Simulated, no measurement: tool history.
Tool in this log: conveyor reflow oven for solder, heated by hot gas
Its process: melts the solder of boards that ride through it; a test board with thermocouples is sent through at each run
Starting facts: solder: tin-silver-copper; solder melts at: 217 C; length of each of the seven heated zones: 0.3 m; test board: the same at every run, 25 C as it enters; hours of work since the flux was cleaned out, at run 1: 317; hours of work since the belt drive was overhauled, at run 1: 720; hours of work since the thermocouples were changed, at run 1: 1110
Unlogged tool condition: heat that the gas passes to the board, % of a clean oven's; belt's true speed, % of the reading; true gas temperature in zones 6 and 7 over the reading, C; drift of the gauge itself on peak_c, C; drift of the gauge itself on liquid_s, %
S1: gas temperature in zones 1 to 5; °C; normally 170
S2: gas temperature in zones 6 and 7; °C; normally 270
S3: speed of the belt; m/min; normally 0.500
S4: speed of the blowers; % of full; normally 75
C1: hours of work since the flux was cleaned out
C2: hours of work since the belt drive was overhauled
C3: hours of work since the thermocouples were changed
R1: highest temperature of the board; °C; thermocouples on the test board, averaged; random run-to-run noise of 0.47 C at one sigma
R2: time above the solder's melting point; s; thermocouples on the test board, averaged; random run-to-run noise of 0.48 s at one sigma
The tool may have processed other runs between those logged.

run	hour	S1	S2	S3	S4	C1	C2	C3	R1	R2
1	0.0	170	270	0.500	75	317	720	1110	243.1	44.0
2	29.3	170	270	0.500	60	333	736	1126	237.7	36.2
3	48.4	171	270	0.500	75	344	746	1136	242.9	43.6
4	76.8	170	270	0.500	75	359	762	1151	241.3	42.8
5	106.1	170	270	0.500	55	375	778	1167	234.7	32.8
# hour 143.8: flux residue cleaned out of gas plates and filters
6	145.6	170	270	0.482	55	1	796	1186	240.3	43.2
7	160.1	170	270	0.422	75	9	804	1194	250.3	63.8
8	187.9	170	270	0.422	75	24	819	1209	251.7	62.4
9	207.4	170	270	0.422	75	35	830	1220	251.8	64.0
# hour 238.4: thermocouples of zones 6 and 7 changed
10	244.7	170	270	0.422	75	54	849	3	255.6	66.6
11	279.8	170	270	0.500	75	73	868	23	248.6	50.3
12	305.7	170	270	0.500	75	87	882	37	249.7	50.0
13	327.1	170	270	0.500	75	99	894	48	248.9	50.8
14	343.0	170	270	0.500	75	107	903	57	248.9	49.1
15	378.6	180	270	0.500	75	127	922	76	250.4	54.8
16	394.4	180	270	0.500	75	135	931	85	250.6	55.7
17	426.2	159	282	0.484	65	152	948	102	253.4	51.4
18	448.5	170	282	0.500	70	165	960	114	257.0	54.8
19	472.8	161	263	0.500	70	178	973	127	238.5	36.7
20	488.4	161	263	0.500	70	186	982	136	239.0	36.5
21	512.3	166	284	0.437	60	199	995	149	259.3	64.1
22	546.6	183	284	0.407	60	218	1013	168	264.4	79.8
23	575.0	173	284	0.416	64	233	1029	183	263.1	72.6
24	603.0	161	269	0.416	64	248	1044	198	247.9	57.6
25	634.4	161	269	0.416	64	266	1061	215	247.7	56.7
26	665.7	170	270	0.483	80	283	1078	232	249.0	52.3
27	690.4	170	270	0.483	80	296	1091	246	248.7	52.5
28	724.7	170	270	0.483	80	315	1110	264	247.5	53.0
29	745.9	170	270	0.483	80	326	1122	276	247.5	51.7
30	774.9	170	270	0.483	80	342	1137	292	248.0	51.0
31	801.3	176	270	0.500	70	356	1152	306	245.2	49.1
32	828.3	170	270	0.581	75	371	1166	321	238.5	33.3

Each row is a separate what-if for the run after 32, all from the same tool condition, not one after another. Results?
A	857.8	164	274	0.500	67	387	1182	337	?	?
B	857.8	170	281	0.581	75	387	1182	337	?	?
C	857.8	170	270	0.581	53	387	1182	337	?	?

run	R1	R2
A	244.1	42.1
B	246.7	40.3
C	229.1	20.7
Stripped of hidden state, with their random variation kept, the same runs would have yielded:
run	R1	R2
A	248.7	45.3
B	252.0	43.4
C	233.2	25.4
